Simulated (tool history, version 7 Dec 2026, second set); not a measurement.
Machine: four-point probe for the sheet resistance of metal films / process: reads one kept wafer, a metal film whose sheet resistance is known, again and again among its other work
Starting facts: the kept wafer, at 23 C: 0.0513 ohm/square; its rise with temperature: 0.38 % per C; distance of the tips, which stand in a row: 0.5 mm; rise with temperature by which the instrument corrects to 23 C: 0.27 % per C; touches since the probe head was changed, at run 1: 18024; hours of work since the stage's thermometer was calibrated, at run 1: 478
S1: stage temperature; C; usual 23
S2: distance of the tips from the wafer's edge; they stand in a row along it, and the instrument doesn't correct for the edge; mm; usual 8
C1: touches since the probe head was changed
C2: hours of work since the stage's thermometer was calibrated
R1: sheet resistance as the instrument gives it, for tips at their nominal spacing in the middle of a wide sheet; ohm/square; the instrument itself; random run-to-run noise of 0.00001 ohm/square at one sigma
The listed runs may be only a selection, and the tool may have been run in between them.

run 1 hour=0 | S1=23 S2=8 | C1=18024 C2=478 | R1=0.051398
run 2 hour=24.5 | S1=21 S2=8 | C1=18780 C2=489 | R1=0.051291
run 3 hour=56.1 | S1=21 S2=8 | C1=19756 C2=502 | R1=0.0513
run 4 hour=85.2 | S1=21 S2=8 | C1=20653 C2=515 | R1=0.051301
run 5 hour=106.2 | S1=23 S2=8 | C1=21303 C2=524 | R1=0.051413
run 6 hour=137.5 | S1=23 S2=8 | C1=22270 C2=537 | R1=0.051425
run 7 hour=171.6 | S1=20 S2=8 | C1=23322 C2=552 | R1=0.05123
run 8 hour=198.2 | S1=20 S2=8 | C1=24143 C2=563 | R1=0.05123
run 9 hour=230.1 | S1=29 S2=8 | C1=25129 C2=577 | R1=0.051768
run 10 hour=249.8 | S1=29 S2=8 | C1=25735 C2=586 | R1=0.051774
run 11 hour=273.5 | S1=23 S2=8 | C1=26469 C2=596 | R1=0.051413
run 12 hour=294 | S1=23 S2=8 | C1=27100 C2=605 | R1=0.051393
run 13 hour=314.6 | S1=25 S2=3 | C1=27737 C2=614 | R1=0.052176
run 14 hour=333.8 | S1=29 S2=3 | C1=28329 C2=622 | R1=0.052414
run 15 hour=365.1 | S1=21 S2=5 | C1=29297 C2=635 | R1=0.051475
run 16 hour=394.1 | S1=21 S2=5 | C1=30191 C2=648 | R1=0.051462

Run 17 comes next. What will it give?
run 17 hour=421 | S1=29 S2=8 | C1=31021 C2=659 | R1=?

Logged for run 17: R1 0.051748 ohm/square.
Had the tool carried no hidden state, the very same run would have given R1 0.051745 ohm/square.
